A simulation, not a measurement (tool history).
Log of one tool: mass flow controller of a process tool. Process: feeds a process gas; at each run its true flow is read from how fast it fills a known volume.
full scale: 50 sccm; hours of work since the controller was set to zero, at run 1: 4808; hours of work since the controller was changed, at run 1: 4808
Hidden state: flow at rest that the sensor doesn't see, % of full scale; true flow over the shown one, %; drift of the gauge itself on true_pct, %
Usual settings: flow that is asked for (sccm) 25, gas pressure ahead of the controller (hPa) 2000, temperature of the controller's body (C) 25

run	hour	flow that is asked for (sccm)	gas pressure ahead of the controller (hPa)	temperature of the controller's body (C)	hours of work since the controller was set to zero	hours of work since the controller was changed	true flow (%)
1	0.0	25	2000	25	4808	4808	95.33
2	491.1	25	2000	25	5168	5168	95.19
3	1033.6	25	2000	25	5566	5566	94.96
4	1445.3	25	2000	25	5868	5868	94.57
5	1856.4	25	2000	25	6170	6170	94.47
# hour 1981.0: controller's zero set anew
6	2426.7	25	2000	25	327	6588	93.01
7	2660.7	25	2000	25	499	6760	92.93
8	2927.8	25	2000	25	695	6956	92.68
9	3190.8	25	2000	25	888	7149	92.66
10	3618.1	25	2400	25	1201	7462	92.25
11	3985.2	25	2400	25	1470	7731	92.03
12	4323.4	25	2000	25	1718	7979	92.02
13	4691.6	37	2000	25	1989	8250	93.99
14	4979.1	25	2000	25	2199	8460	91.68
# hour 5351.8: controller's zero set anew, once more
15	5441.7	25	2000	25	66	8799	96.20
16	5816.0	25	2000	25	341	9074	95.91
17	6202.6	6	2100	23	624	9358	93.56
18	6437.0	22	1510	28	796	9530	95.39
# hour 6478.0: controller exchanged for a calibrated one
19	6715.1	22	1660	25	174	174	98.56
20	7058.9	7	1730	22	426	426	97.18
21	7481.8	36	1420	21	736	736	99.26
22	7884.9	36	2580	24	1032	1032	98.68
23	8349.6	16	2750	37	1373	1373	96.40
24	8839.0	9	1490	34	1732	1732	95.21
25	9251.6	25	2600	32	2035	2035	96.98
26	9567.2	25	2600	32	2266	2266	96.69
27	9800.3	25	2600	32	2437	2437	96.74
28	10153.1	25	2600	32	2696	2696	96.29
29	10388.7	26	2460	25	2869	2869	96.75
30	10869.9	30	2490	25	3222	3222	96.83
31	11179.8	30	2490	25	3449	3449	96.68

How the hidden state differs across the entries between the runs, from the last listed run before each to the first after it:
Between runs 5 and 6: controller's zero set anew (hour 1981.0)
  flow at rest that the sensor doesn't see, % of full scale: -1.259 -> -1.901; true flow over the shown one, %: -1.72 -> -1.85
  measured less the result without the state, true flow (%): -4.23 -> -5.65
Between runs 14 and 15: controller's zero set anew, once more (hour 5351.8)
  flow at rest that the sensor doesn't see, % of full scale: -2.284 -> -0.037; true flow over the shown one, %: -2.44 -> -2.54
  measured less the result without the state, true flow (%): -7.01 -> -2.62
Between runs 18 and 19: controller exchanged for a calibrated one (hour 6478.0)
  flow at rest that the sensor doesn't see, % of full scale: -0.189 -> -0.042; true flow over the shown one, %: -2.78 -> 0.06
  measured less the result without the state, true flow (%): -3.21 -> -0.03
